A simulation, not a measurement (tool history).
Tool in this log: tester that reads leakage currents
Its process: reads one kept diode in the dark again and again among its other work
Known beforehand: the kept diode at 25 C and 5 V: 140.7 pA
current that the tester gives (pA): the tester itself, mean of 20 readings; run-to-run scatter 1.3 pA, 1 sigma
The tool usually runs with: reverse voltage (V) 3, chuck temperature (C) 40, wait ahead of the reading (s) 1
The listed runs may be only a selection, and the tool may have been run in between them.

run,day,reverse voltage (V),chuck temperature (C),wait ahead of the reading (s),current that the tester gives (pA)
1,0,3,40,1,400.28
2,0.767,3,40,1,403.1
3,1.608,3,40,1,400.01
4,2.688,3,40,1,398.99
5,3.738,3,44,1,550.87
6,4.879,3,44,1,550.09
7,5.8,3,40,1,395.52
8,7.067,3,40,1,394.26
9,8.088,3,40,0.59,394.98
10,9.088,3,40,0.59,394.34
11,10.146,3,40,1,392.65
12,11.179,3,40,1,391.88
13,12.067,3.12,40,1,398.53
14,12.933,12.25,40,1,720.27
15,13.679,3,40,1,389.64
16,14.8,3,40,1,390.76
17,15.804,3,40,1,390.01
18,16.725,3,40,1,389.3
19,17.992,3,23,1,90.18
20,19.092,3,23,1,90.52
21,20.45,3,40,0.86,384.2
22,21.696,2.02,43,9.08,416.98
23,22.279,9,23,5.65,148.85
24,23.188,8.11,24,0.74,156.03
25,24.425,8.11,24,0.74,157.12
26,25.467,2.13,60,5.15,1555.45
27,26.188,16.92,40,1.01,813.28
28,27.35,4.02,40,1.2,433.13
29,28.679,3,55,0.65,1231.72
30,30.025,3,55,0.65,1239.58
31,31.296,3,55,0.65,1226.14
32,32.108,10.42,54,1.41,1940.55
33,32.733,10.42,54,1.41,1936.81
34,34.008,10.42,54,1.41,1934.72
35,35.258,10.42,54,1.41,1924.63
36,36.617,2.34,59,0.33,1480.18
37,37.525,1.87,42,1.51,396.49
38,38.65,11.22,28,0.75,274.47
39,39.496,3,21,1,81.93
40,40.296,3,26,0.85,126.14

Not shown: 3 entries that the log had between the listed runs. Between which runs, and how does the tool's hidden state differ before and after?
Runs 14 to 15: tester calibrated (day 13.1)
  stray current of the dirty probe card, pA a volt: 1.259 -> 1.264; current scale over the true one, %: -0.21 -> -0.29; true chuck temperature over the reading, C: -0.86 -> -0.88
  what was measured, less what the result would be without the hidden state, current that the tester gives (pA): -38.18 -> -26.44
Runs 20 to 21: tester calibrated, once more (day 19.554)
  stray current of the dirty probe card, pA a volt: 1.3 -> 1.309; current scale over the true one, %: -0.3 -> -0.05; true chuck temperature over the reading, C: -1.02 -> -1.05
  what was measured, less what the result would be without the hidden state, current that the tester gives (pA): -4.89 -> -30.69
Runs 36 to 37: chuck's temperature calibrated (day 36.842)
  stray current of the dirty probe card, pA a volt: 1.415 -> 1.421; true chuck temperature over the reading, C: -1.45 -> -0.21
  what was measured, less what the result would be without the hidden state, current that the tester gives (pA): -163.78 -> -4.6
